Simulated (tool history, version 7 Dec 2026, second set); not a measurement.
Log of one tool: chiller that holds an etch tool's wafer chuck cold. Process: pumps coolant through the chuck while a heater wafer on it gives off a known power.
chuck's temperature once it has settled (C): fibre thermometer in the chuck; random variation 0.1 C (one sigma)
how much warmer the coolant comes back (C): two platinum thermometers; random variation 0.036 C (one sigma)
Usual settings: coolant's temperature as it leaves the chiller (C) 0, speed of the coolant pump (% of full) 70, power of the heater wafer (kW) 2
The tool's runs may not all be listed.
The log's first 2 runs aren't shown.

run	hour	coolant's temperature as it leaves the chiller (C)	speed of the coolant pump (% of full)	power of the heater wafer (kW)	hours since the coolant was changed and the channels were flushed	hours since the pump was overhauled	hours since the chiller's thermometer was calibrated	chuck's temperature once it has settled (C)	how much warmer the coolant comes back (C)
3	297.2	0	70	2	2947	4038	2441	27.4	6.57
# hour 330.4: coolant pump overhauled
4	414.2	0	70	2	3059	84	2553	27.2	6.53
5	510.8	0	70	2	3156	180	2650	27.2	6.55
6	667.3	0	64	2	3312	337	2806	28.9	7.16
7	766.3	0	70	2.774	3411	436	2905	37.7	9.08
8	960.7	0	70	2	3605	630	3100	27.3	6.57
9	1109.8	0	70	1.774	3755	779	3249	24.3	5.86
10	1206.2	0	70	1.067	3851	876	3345	14.7	3.54
11	1329.7	0	70	1.149	3974	999	3469	15.7	3.82
12	1491.1	0	70	2	4136	1161	3630	27.2	6.57
13	1581.7	0	70	2	4226	1251	3721	27.3	6.54
14	1727	0	70	2	4372	1397	3866	27.3	6.59
15	1888.2	0	70	2	4533	1558	4027	27.2	6.54
16	2067	0	70	2	4712	1737	4206	27.4	6.53
17	2168.3	0	70	2	4813	1838	4307	27.4	6.48
18	2300.6	-5	94	1.909	4945	1970	4440	16.7	4.46
# hour 2331.4: coolant changed, channels flushed
19	2493.1	0	94	1.947	162	2157	4626	22	4.56

Forecast run 20:
20	2656.4	0	94	1.947	325	2320	4789	?	?

{"run 20": {"chuck's temperature once it has settled (C)": 22, "how much warmer the coolant comes back (C)": 4.56}}
Without the tool's hidden state the same run would have given chuck's temperature once it has settled (C) 22, how much warmer the coolant comes back (C) 4.56.
